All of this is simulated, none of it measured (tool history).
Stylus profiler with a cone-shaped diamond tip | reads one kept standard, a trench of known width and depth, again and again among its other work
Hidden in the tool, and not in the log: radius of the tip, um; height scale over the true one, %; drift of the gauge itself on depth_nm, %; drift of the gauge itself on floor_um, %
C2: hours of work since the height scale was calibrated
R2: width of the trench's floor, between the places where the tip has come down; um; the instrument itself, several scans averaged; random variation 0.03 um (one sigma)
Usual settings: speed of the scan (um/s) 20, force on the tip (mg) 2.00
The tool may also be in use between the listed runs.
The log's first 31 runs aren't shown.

Run 32, hour 443.5: usual settings but speed of the scan (um/s) 30, force on the tip (mg) 5.61; scans with this tip 7497; C2 70. Result: depth of the trench (nm) 202.99, R2 47.80 um.
At hour 448.2: height scale calibrated on a step standard, once more.
Run 33, hour 462.1: usual settings but speed of the scan (um/s) 75, force on the tip (mg) 1.92; scans with this tip 7617; C2 9. Result: depth of the trench (nm) 200.96, R2 47.39 um.
Run 34, hour 479.6: usual settings but speed of the scan (um/s) 7, force on the tip (mg) 1.92; scans with this tip 7732; C2 20. Result: depth of the trench (nm) 200.86, R2 47.77 um.
Run 35, hour 491.2: usual settings but speed of the scan (um/s) 16, force on the tip (mg) 1.92; scans with this tip 7808; C2 27. Result: depth of the trench (nm) 200.68, R2 47.76 um.
Run 36, hour 509.7: usual settings but speed of the scan (um/s) 16, force on the tip (mg) 1.92; scans with this tip 7930; C2 39. Result: depth of the trench (nm) 200.93, R2 47.84 um.
Run 37, hour 526.6: usual settings but speed of the scan (um/s) 9, force on the tip (mg) 0.80; scans with this tip 8042; C2 50. Result: depth of the trench (nm) 200.56, R2 47.76 um.
Run 38, hour 543.1: usual settings but speed of the scan (um/s) 39, force on the tip (mg) 3.21; scans with this tip 8151; C2 60. Result: depth of the trench (nm) 201.39, R2 47.70 um.
Run 39, hour 564.0: usual settings but speed of the scan (um/s) 39, force on the tip (mg) 3.21; scans with this tip 8288; C2 73. Result: depth of the trench (nm) 201.23, R2 47.67 um.
Run 40, hour 581.2: usual settings but speed of the scan (um/s) 48, force on the tip (mg) 4.54; scans with this tip 8402; C2 84. Result: depth of the trench (nm) 201.69, R2 47.65 um.
Run 41, hour 593.2: usual settings but speed of the scan (um/s) 11, force on the tip (mg) 1.85; scans with this tip 8480; C2 92. Result: depth of the trench (nm) 201.21, R2 47.76 um.
Run 42, hour 611.7: usual settings but speed of the scan (um/s) 11, force on the tip (mg) 1.85; scans with this tip 8603; C2 104. Result: depth of the trench (nm) 201.22, R2 47.83 um.
Run 43, hour 633.5: usual settings but speed of the scan (um/s) 14, force on the tip (mg) 1.85; scans with this tip 8747; C2 118. Result: depth of the trench (nm) 200.97, R2 47.74 um.
Run 44, hour 652.1: usual settings but speed of the scan (um/s) 54, force on the tip (mg) 4.83; scans with this tip 8869; C2 129. Result: depth of the trench (nm) 201.85, R2 47.59 um.
Run 45, hour 661.4: usual settings but speed of the scan (um/s) 56, force on the tip (mg) 3.42; scans with this tip 8930; C2 135. Result: depth of the trench (nm) 201.53, R2 47.56 um.
Run 46, hour 681.4: usual settings but speed of the scan (um/s) 10, force on the tip (mg) 4.97; scans with this tip 9062; C2 148. Result: depth of the trench (nm) 201.95, R2 47.83 um.

3 ways to go on from here, each from the tool as it stands after run 46. What would each give?
Run A, hour 693.3: usual settings but speed of the scan (um/s) 76, force on the tip (mg) 0.91; scans with this tip 9140; C2 155. Result: depth of the trench (nm) ?, R2 ?.
Run B, hour 693.3: usual settings but speed of the scan (um/s) 5, force on the tip (mg) 3.26; scans with this tip 9140; C2 155. Result: depth of the trench (nm) ?, R2 ?.
Run C, hour 693.3: usual settings but speed of the scan (um/s) 61, force on the tip (mg) 1.59; scans with this tip 9140; C2 155. Result: depth of the trench (nm) ?, R2 ?.

run  depth of the trench (nm)     R2
  A                    200.71  47.09
  B                    201.73  47.82
  C                    201.02  47.36
Without the tool's hidden state the same runs would have given:
run  depth of the trench (nm)     R2
  A                    200.61  47.53
  B                    201.63  48.26
  C                    200.92  47.80

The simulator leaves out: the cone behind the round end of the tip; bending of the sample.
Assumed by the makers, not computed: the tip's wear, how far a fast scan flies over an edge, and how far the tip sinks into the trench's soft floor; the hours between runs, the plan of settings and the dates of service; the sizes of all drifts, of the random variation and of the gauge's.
